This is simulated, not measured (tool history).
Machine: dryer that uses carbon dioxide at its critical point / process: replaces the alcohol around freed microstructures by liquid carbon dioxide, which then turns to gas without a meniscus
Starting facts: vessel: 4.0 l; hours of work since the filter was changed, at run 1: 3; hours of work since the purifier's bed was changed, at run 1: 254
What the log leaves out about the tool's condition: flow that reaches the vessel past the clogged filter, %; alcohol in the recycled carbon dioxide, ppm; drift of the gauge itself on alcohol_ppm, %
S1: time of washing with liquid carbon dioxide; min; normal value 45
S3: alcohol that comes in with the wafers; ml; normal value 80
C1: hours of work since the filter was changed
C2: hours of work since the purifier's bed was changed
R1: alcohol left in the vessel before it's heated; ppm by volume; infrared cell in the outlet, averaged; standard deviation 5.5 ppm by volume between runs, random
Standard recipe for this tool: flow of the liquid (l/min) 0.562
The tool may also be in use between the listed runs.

Run 1, hour 0.0: usual settings; C1 3; C2 254. Result: R1 279 ppm by volume.
Run 2, hour 13.4: usual settings; C1 7; C2 258. Result: R1 287 ppm by volume.
Run 3, hour 32.6: usual settings; C1 13; C2 264. Result: R1 291 ppm by volume.
Run 4, hour 53.6: usual settings but flow of the liquid (l/min) 0.573; C1 20; C2 271. Result: R1 266 ppm by volume.
Run 5, hour 72.7: usual settings but flow of the liquid (l/min) 0.385; C1 26; C2 276. Result: R1 909 ppm by volume.
Run 6, hour 85.4: usual settings but flow of the liquid (l/min) 0.385, S3 103 ml; C1 30; C2 280. Result: R1 1110 ppm by volume.
Run 7, hour 105.0: usual settings but flow of the liquid (l/min) 0.385, S3 103 ml; C1 36; C2 286. Result: R1 1159 ppm by volume.
Run 8, hour 124.1: usual settings but flow of the liquid (l/min) 0.826; C1 42; C2 292. Result: R1 170 ppm by volume.
Run 9, hour 143.4: usual settings but flow of the liquid (l/min) 0.826; C1 48; C2 298. Result: R1 173 ppm by volume.
Run 10, hour 162.4: usual settings but flow of the liquid (l/min) 0.826; C1 54; C2 304. Result: R1 168 ppm by volume.
Run 11, hour 180.1: usual settings but S1 37 min, flow of the liquid (l/min) 0.456; C1 59; C2 310. Result: R1 988 ppm by volume.
Run 12, hour 191.5: usual settings but S1 40 min, flow of the liquid (l/min) 0.456; C1 63; C2 313. Result: R1 818 ppm by volume.
Run 13, hour 211.7: usual settings but S1 40 min, flow of the liquid (l/min) 0.456; C1 69; C2 320. Result: R1 819 ppm by volume.
Run 14, hour 222.4: usual settings but S1 40 min, flow of the liquid (l/min) 0.456; C1 72; C2 323. Result: R1 813 ppm by volume.
Run 15, hour 238.9: usual settings but S1 40 min, flow of the liquid (l/min) 0.456; C1 77; C2 328. Result: R1 805 ppm by volume.
Run 16, hour 256.5: usual settings but S1 40 min, flow of the liquid (l/min) 0.456; C1 83; C2 334. Result: R1 814 ppm by volume.
Run 17, hour 271.8: usual settings but S1 35 min, flow of the liquid (l/min) 0.716; C1 88; C2 338. Result: R1 327 ppm by volume.

Branching from run 17: 5 alternative next runs. What would each branch give?
Run A, hour 289.0: usual settings but S1 63 min, flow of the liquid (l/min) 0.466, S3 40 ml; C1 93; C2 344. Result: R1 ?.
Run B, hour 289.0: usual settings but S1 35 min, flow of the liquid (l/min) 0.843; C1 93; C2 344. Result: R1 ?.
Run C, hour 289.0: usual settings but S3 75 ml; C1 93; C2 344. Result: R1 ?.
Run D, hour 289.0: usual settings but S3 77 ml; C1 93; C2 344. Result: R1 ?.
Run E, hour 289.0: usual settings but S1 52 min, flow of the liquid (l/min) 0.621, S3 42 ml; C1 93; C2 344. Result: R1 ?.

run   R1
  A  220
  B  247
  C  365
  D  351
  E  207
Stripped of hidden state, with their random variation kept, the same runs would have yielded:
run   R1
  A   36
  B   59
  C  163
  D  159
  E   25
